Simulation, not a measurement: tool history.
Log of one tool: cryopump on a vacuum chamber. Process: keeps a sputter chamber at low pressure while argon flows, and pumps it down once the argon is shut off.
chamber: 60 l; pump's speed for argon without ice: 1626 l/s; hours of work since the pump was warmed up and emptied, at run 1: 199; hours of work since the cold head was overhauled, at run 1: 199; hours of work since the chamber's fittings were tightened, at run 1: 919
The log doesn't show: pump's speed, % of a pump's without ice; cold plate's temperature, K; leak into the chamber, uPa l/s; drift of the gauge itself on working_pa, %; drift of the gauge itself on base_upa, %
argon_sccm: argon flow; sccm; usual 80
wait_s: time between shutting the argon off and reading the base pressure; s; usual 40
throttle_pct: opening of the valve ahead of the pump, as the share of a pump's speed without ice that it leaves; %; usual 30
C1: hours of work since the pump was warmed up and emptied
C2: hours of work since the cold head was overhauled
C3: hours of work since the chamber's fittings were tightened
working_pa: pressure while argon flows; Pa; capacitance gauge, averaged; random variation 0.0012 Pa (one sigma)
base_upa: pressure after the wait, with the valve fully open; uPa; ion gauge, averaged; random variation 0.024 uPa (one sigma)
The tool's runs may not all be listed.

run 1 day=0.000 | argon_sccm=80 wait_s=40 throttle_pct=30 | C1=199 C2=199 C3=919 | working_pa=0.2967 base_upa=3.27
run 2 day=0.975 | argon_sccm=88 wait_s=40 throttle_pct=30 | C1=219 C2=219 C3=940 | working_pa=0.3288 base_upa=3.25
run 3 day=1.842 | argon_sccm=88 wait_s=40 throttle_pct=30 | C1=237 C2=237 C3=958 | working_pa=0.3348 base_upa=3.38
run 4 day=3.204 | argon_sccm=88 wait_s=40 throttle_pct=30 | C1=266 C2=266 C3=986 | working_pa=0.3369 base_upa=3.69
run 5 day=4.046 | argon_sccm=80 wait_s=40 throttle_pct=30 | C1=283 C2=283 C3=1004 | working_pa=0.3073 base_upa=3.73
-- day=5.133 pump warmed up, emptied and cooled again
run 6 day=5.421 | argon_sccm=80 wait_s=40 throttle_pct=18 | C1=6 C2=308 C3=1028 | working_pa=0.4626 base_upa=3.03
run 7 day=7.067 | argon_sccm=80 wait_s=40 throttle_pct=18 | C1=40 C2=342 C3=1062 | working_pa=0.4647 base_upa=3.17
run 8 day=7.871 | argon_sccm=80 wait_s=40 throttle_pct=18 | C1=57 C2=359 C3=1079 | working_pa=0.4656 base_upa=3.12
run 9 day=9.312 | argon_sccm=80 wait_s=40 throttle_pct=30 | C1=87 C2=389 C3=1109 | working_pa=0.2842 base_upa=3.37
run 10 day=10.267 | argon_sccm=80 wait_s=40 throttle_pct=30 | C1=107 C2=409 C3=1129 | working_pa=0.2887 base_upa=3.40
run 11 day=11.746 | argon_sccm=80 wait_s=173 throttle_pct=30 | C1=138 C2=439 C3=1160 | working_pa=0.2862 base_upa=2.93
run 12 day=13.458 | argon_sccm=80 wait_s=173 throttle_pct=28 | C1=173 C2=475 C3=1195 | working_pa=0.3131 base_upa=3.31
run 13 day=14.642 | argon_sccm=80 wait_s=173 throttle_pct=28 | C1=198 C2=500 C3=1220 | working_pa=0.3134 base_upa=3.36
run 14 day=16.033 | argon_sccm=80 wait_s=23 throttle_pct=28 | C1=227 C2=529 C3=1249 | working_pa=0.3195 base_upa=4.67
run 15 day=17.025 | argon_sccm=80 wait_s=40 throttle_pct=28 | C1=248 C2=549 C3=1270 | working_pa=0.3202 base_upa=4.28
-- day=17.804 leaking fittings of the chamber tightened, without venting
run 16 day=18.842 | argon_sccm=80 wait_s=40 throttle_pct=29 | C1=284 C2=585 C3=22 | working_pa=0.3120 base_upa=1.06
-- day=19.971 pump warmed up, emptied and cooled again
run 17 day=20.288 | argon_sccm=123 wait_s=40 throttle_pct=30 | C1=7 C2=611 C3=47 | working_pa=0.4263 base_upa=1.07
run 18 day=21.842 | argon_sccm=123 wait_s=40 throttle_pct=30 | C1=39 C2=644 C3=80 | working_pa=0.4315 base_upa=1.13
run 19 day=23.346 | argon_sccm=123 wait_s=191 throttle_pct=30 | C1=70 C2=675 C3=111 | working_pa=0.4348 base_upa=0.59
run 20 day=24.392 | argon_sccm=77 wait_s=40 throttle_pct=47 | C1=92 C2=697 C3=133 | working_pa=0.1754 base_upa=1.27
run 21 day=26.062 | argon_sccm=53 wait_s=136 throttle_pct=34 | C1=127 C2=732 C3=168 | working_pa=0.1697 base_upa=0.85
run 22 day=26.879 | argon_sccm=41 wait_s=61 throttle_pct=27 | C1=144 C2=749 C3=185 | working_pa=0.1644 base_upa=1.15
run 23 day=27.683 | argon_sccm=41 wait_s=61 throttle_pct=27 | C1=161 C2=765 C3=201 | working_pa=0.1650 base_upa=1.22
run 24 day=29.038 | argon_sccm=41 wait_s=61 throttle_pct=27 | C1=189 C2=794 C3=230 | working_pa=0.1667 base_upa=1.29
run 25 day=30.042 | argon_sccm=41 wait_s=61 throttle_pct=27 | C1=210 C2=815 C3=251 | working_pa=0.1682 base_upa=1.34
run 26 day=31.446 | argon_sccm=41 wait_s=61 throttle_pct=27 | C1=239 C2=844 C3=280 | working_pa=0.1697 base_upa=1.46
run 27 day=32.408 | argon_sccm=145 wait_s=28 throttle_pct=50 | C1=259 C2=864 C3=300 | working_pa=0.3489 base_upa=2.12
run 28 day=33.908 | argon_sccm=86 wait_s=28 throttle_pct=50 | C1=290 C2=895 C3=331 | working_pa=0.2111 base_upa=2.17
-- day=34.700 pump warmed up, emptied and cooled again
run 29 day=35.812 | argon_sccm=71 wait_s=23 throttle_pct=48 | C1=23 C2=930 C3=367 | working_pa=0.1553 base_upa=2.22
run 30 day=37.004 | argon_sccm=71 wait_s=23 throttle_pct=48 | C1=48 C2=955 C3=391 | working_pa=0.1571 base_upa=2.26
run 31 day=38.562 | argon_sccm=71 wait_s=23 throttle_pct=48 | C1=80 C2=988 C3=424 | working_pa=0.1590 base_upa=2.35
run 32 day=39.783 | argon_sccm=71 wait_s=23 throttle_pct=48 | C1=106 C2=1013 C3=449 | working_pa=0.1628 base_upa=2.55
run 33 day=40.592 | argon_sccm=71 wait_s=145 throttle_pct=48 | C1=123 C2=1030 C3=466 | working_pa=0.1648 base_upa=1.46
run 34 day=41.492 | argon_sccm=80 wait_s=42 throttle_pct=30 | C1=141 C2=1049 C3=485 | working_pa=0.2902 base_upa=1.99
run 35 day=42.271 | argon_sccm=80 wait_s=42 throttle_pct=30 | C1=158 C2=1065 C3=501 | working_pa=0.2922 base_upa=2.04

Some steps in working_pa between neighbouring runs. How much of each would the tool show without its hidden state too (settings, what came in, random variation), and how much is left for the hidden state, with any gauge scatter that isn't in both results?
Run 5 -> 6: throttle_pct 30 -> 18, pump warmed up, emptied and cooled again. working_pa +0.1553 Pa: hidden state -0.0291, all else +0.1844.
Run 8 -> 9: throttle_pct 18 -> 30. working_pa -0.1814 Pa: hidden state +0.0025, all else -0.1839.
Run 19 -> 20: argon_sccm 123 -> 77, wait_s 191 -> 40, throttle_pct 30 -> 47. working_pa -0.2594 Pa: hidden state -0.0019, all else -0.2575.
Run 26 -> 27: argon_sccm 41 -> 145, wait_s 61 -> 28, throttle_pct 27 -> 50. working_pa +0.1792 Pa: hidden state +0.0344, all else +0.1448.
Run 28 -> 29: argon_sccm 86 -> 71, wait_s 28 -> 23, throttle_pct 50 -> 48, pump warmed up, emptied and cooled again. working_pa -0.0558 Pa: hidden state -0.0295, all else -0.0263.
